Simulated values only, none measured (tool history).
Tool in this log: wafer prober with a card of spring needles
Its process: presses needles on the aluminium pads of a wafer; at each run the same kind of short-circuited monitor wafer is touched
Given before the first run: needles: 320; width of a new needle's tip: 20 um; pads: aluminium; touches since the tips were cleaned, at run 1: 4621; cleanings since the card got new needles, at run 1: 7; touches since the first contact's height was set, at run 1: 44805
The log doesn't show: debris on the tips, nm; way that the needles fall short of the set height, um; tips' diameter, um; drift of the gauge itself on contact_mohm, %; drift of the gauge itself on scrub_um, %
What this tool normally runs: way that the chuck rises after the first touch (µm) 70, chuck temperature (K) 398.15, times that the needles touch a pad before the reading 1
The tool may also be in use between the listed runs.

run	hour	way that the chuck rises after the first touch (µm)	chuck temperature (K)	times that the needles touch a pad before the reading	touches since the tips were cleaned	cleanings since the card got new needles	touches since the first contact's height was set	resistance of one needle with its contact and lead (mohm)	way that a needle slides on the pad (µm)
1	0.0	70	398.15	1	4621	7	44805	478	16.20
# hour 1.6: tips cleaned on abrasive film
2	7.2	70	398.15	1	2662	8	48172	542	16.09
3	12.5	70	398.15	1	5174	8	50684	548	16.10
# hour 13.2: tips cleaned on abrasive film
4	18.8	70	398.15	1	2650	9	53593	433	16.13
# hour 24.5: tips cleaned on abrasive film
5	24.9	70	398.15	1	205	10	56468	333	16.05
6	30.7	70	398.15	1	2938	10	59201	430	16.06
# hour 36.0: tips cleaned on abrasive film
7	38.7	70	398.15	1	1274	11	62953	388	16.01
8	44.6	54	398.15	1	4072	11	65751	579	12.33
# hour 47.5: tips cleaned on abrasive film
# hour 52.9: height of the first contact set anew
# hour 54.4: tips cleaned on abrasive film, once more
9	55.5	70	398.15	1	539	13	1170	353	16.24
10	64.0	70	398.15	1	4536	13	5167	463	16.33
# hour 65.8: tips cleaned on abrasive film
11	74.1	70	398.15	1	3909	14	9922	450	16.34
# hour 77.6: tips cleaned on abrasive film
12	81.1	53	398.15	1	1623	15	13180	460	12.30
# hour 89.1: tips cleaned on abrasive film
13	89.4	53	398.15	1	122	16	17073	352	12.33
14	100.4	53	398.15	1	5315	16	22266	593	12.28
# hour 101.1: tips cleaned on abrasive film
15	105.7	67	332.15	2	2202	17	24755	362	15.58
# hour 112.8: tips cleaned on abrasive film
16	113.5	70	365.15	1	316	18	28387	332	16.20
17	122.8	70	323.15	3	4710	18	32781	358	16.13

For each entry between runs, how does the tool's hidden state at the last listed run before it compare with that at the first listed run after it?
In the gap between runs 1 and 2: tips cleaned on abrasive film (hour 1.6)
  debris on the tips, nm: 137.3 -> 187.8; way that the needles fall short of the set height, um: 0.71 -> 1.02; tips' diameter, um: 20.25 -> 20.42
  difference, measured minus the result without the unlogged condition, resistance of one needle with its contact and lead (mohm): +165 -> +229; way that a needle slides on the pad (µm): -0.17 -> -0.24
In the gap between runs 3 and 4: tips cleaned on abrasive film (hour 13.2)
  debris on the tips, nm: 195.7 -> 98.4; way that the needles fall short of the set height, um: 1.02 -> 1.12; tips' diameter, um: 20.42 -> 20.46
  difference, measured minus the result without the unlogged condition, resistance of one needle with its contact and lead (mohm): +236 -> +121; way that a needle slides on the pad (µm): -0.24 -> -0.26
In the gap between runs 4 and 5: tips cleaned on abrasive film (hour 24.5)
  debris on the tips, nm: 98.4 -> 12.9; way that the needles fall short of the set height, um: 1.12 -> 1.21; tips' diameter, um: 20.46 -> 20.49
  difference, measured minus the result without the unlogged condition, resistance of one needle with its contact and lead (mohm): +121 -> +18; way that a needle slides on the pad (µm): -0.26 -> -0.28
In the gap between runs 6 and 7: tips cleaned on abrasive film (hour 36.0)
  debris on the tips, nm: 95.8 -> 62.2; way that the needles fall short of the set height, um: 1.21 -> 1.29; tips' diameter, um: 20.49 -> 20.52
  difference, measured minus the result without the unlogged condition, resistance of one needle with its contact and lead (mohm): +118 -> +78; way that a needle slides on the pad (µm): -0.28 -> -0.30
In the gap between runs 8 and 9: tips cleaned on abrasive film (hour 47.5); height of the first contact set anew (hour 52.9); tips cleaned on abrasive film, once more (hour 54.4)
  debris on the tips, nm: 124.9 -> 32.8; way that the needles fall short of the set height, um: 1.29 -> 0.11; tips' diameter, um: 20.52 -> 20.59
  difference, measured minus the result without the unlogged condition, resistance of one needle with its contact and lead (mohm): +253 -> +41; way that a needle slides on the pad (µm): -0.30 -> -0.02
In the gap between runs 10 and 11: tips cleaned on abrasive film (hour 65.8)
  debris on the tips, nm: 127.7 -> 116.6; way that the needles fall short of the set height, um: 0.11 -> 0.18; tips' diameter, um: 20.59 -> 20.61
  difference, measured minus the result without the unlogged condition, resistance of one needle with its contact and lead (mohm): +152 -> +140; way that a needle slides on the pad (µm): -0.03 -> -0.05
In the gap between runs 11 and 12: tips cleaned on abrasive film (hour 77.6)
  debris on the tips, nm: 116.6 -> 66.9; way that the needles fall short of the set height, um: 0.18 -> 0.25; tips' diameter, um: 20.61 -> 20.64
  difference, measured minus the result without the unlogged condition, resistance of one needle with its contact and lead (mohm): +140 -> +136; way that a needle slides on the pad (µm): -0.05 -> -0.06
In the gap between runs 12 and 13: tips cleaned on abrasive film (hour 89.1)
  debris on the tips, nm: 66.9 -> 12.8; way that the needles fall short of the set height, um: 0.25 -> 0.37; tips' diameter, um: 20.64 -> 20.68
  difference, measured minus the result without the unlogged condition, resistance of one needle with its contact and lead (mohm): +136 -> +28; way that a needle slides on the pad (µm): -0.06 -> -0.08
In the gap between runs 14 and 15: tips cleaned on abrasive film (hour 101.1)
  debris on the tips, nm: 139.1 -> 82.2; way that the needles fall short of the set height, um: 0.37 -> 0.46; tips' diameter, um: 20.68 -> 20.71
  difference, measured minus the result without the unlogged condition, resistance of one needle with its contact and lead (mohm): +277 -> +74; way that a needle slides on the pad (µm): -0.08 -> -0.11
In the gap between runs 15 and 16: tips cleaned on abrasive film (hour 112.8)
  debris on the tips, nm: 82.2 -> 18.8; way that the needles fall short of the set height, um: 0.46 -> 0.57; tips' diameter, um: 20.71 -> 20.75
  difference, measured minus the result without the unlogged condition, resistance of one needle with its contact and lead (mohm): +74 -> +26; way that a needle slides on the pad (µm): -0.11 -> -0.13
